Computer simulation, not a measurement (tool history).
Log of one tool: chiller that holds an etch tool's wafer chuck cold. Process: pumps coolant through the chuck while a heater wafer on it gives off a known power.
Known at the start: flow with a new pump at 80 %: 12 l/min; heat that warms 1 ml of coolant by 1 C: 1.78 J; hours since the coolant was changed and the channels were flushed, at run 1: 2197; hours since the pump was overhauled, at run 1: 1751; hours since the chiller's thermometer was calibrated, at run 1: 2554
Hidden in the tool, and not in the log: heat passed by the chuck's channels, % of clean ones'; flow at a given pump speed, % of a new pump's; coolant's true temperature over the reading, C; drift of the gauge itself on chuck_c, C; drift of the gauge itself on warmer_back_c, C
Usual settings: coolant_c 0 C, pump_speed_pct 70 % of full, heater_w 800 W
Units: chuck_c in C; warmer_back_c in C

| run | hour | coolant_c | pump_speed_pct | heater_w | hours since the coolant was changed and the channels were flushed | hours since the pump was overhauled | hours since the chiller's thermometer was calibrated | chuck_c | warmer_back_c |
|---|---|---|---|---|---|---|---|---|---|
| 1 | 0.0 | 0 | 70 | 800 | 2197 | 1751 | 2554 | 10.7 | 2.73 |
| 2 | 63.6 | 0 | 70 | 800 | 2260 | 1814 | 2617 | 10.8 | 2.70 |
| 3 | 119.7 | 0 | 70 | 800 | 2316 | 1871 | 2673 | 10.8 | 2.68 |
| 4 | 159.4 | 0 | 70 | 800 | 2356 | 1910 | 2713 | 10.7 | 2.67 |
| 5 | 190.8 | 0 | 70 | 800 | 2388 | 1942 | 2744 | 10.8 | 2.70 |
| 6 | 238.5 | 0 | 70 | 800 | 2435 | 1989 | 2792 | 11.0 | 2.64 |
| 7 | 274.3 | 0 | 70 | 800 | 2471 | 2025 | 2828 | 10.9 | 2.73 |
| 8 | 323.5 | 0 | 70 | 800 | 2520 | 2074 | 2877 | 10.9 | 2.72 |
|  | 335.4 | chiller's thermometer calibrated |
| 9 | 358.0 | 0 | 70 | 800 | 2554 | 2108 | 23 | 11.4 | 2.68 |
| 10 | 391.0 | 8 | 67 | 800 | 2587 | 2141 | 56 | 19.6 | 2.90 |
| 11 | 445.9 | 8 | 67 | 800 | 2642 | 2196 | 110 | 19.6 | 2.87 |
| 12 | 511.0 | 0 | 73 | 441 | 2707 | 2261 | 176 | 6.1 | 1.41 |
| 13 | 558.9 | -9 | 67 | 909 | 2755 | 2309 | 223 | 4.3 | 3.32 |
| 14 | 616.1 | -6 | 70 | 696 | 2812 | 2366 | 281 | 3.8 | 2.40 |

5 ways to go on from here, each from the tool as it stands after run 14. What would each give?
| A | 648.7 | -3 | 69 | 800 | 2844 | 2399 | 313 | ? | ? |
| B | 648.7 | -6 | 92 | 696 | 2844 | 2399 | 313 | ? | ? |
| C | 648.7 | 3 | 61 | 616 | 2844 | 2399 | 313 | ? | ? |
| D | 648.7 | -6 | 83 | 696 | 2844 | 2399 | 313 | ? | ? |
| E | 648.7 | 6 | 75 | 696 | 2844 | 2399 | 313 | ? | ? |

| run | chuck_c | warmer_back_c |
|---|---|---|
| A | 8.3 | 2.77 |
| B | 1.9 | 1.71 |
| C | 12.6 | 2.48 |
| D | 2.8 | 2.01 |
| E | 15.5 | 2.20 |
Without the tool's hidden state the same runs would have given:
| run | chuck_c | warmer_back_c |
|---|---|---|
| A | 7.4 | 2.65 |
| B | 1.3 | 1.63 |
| C | 11.8 | 2.37 |
| D | 2.1 | 1.93 |
| E | 14.7 | 2.10 |
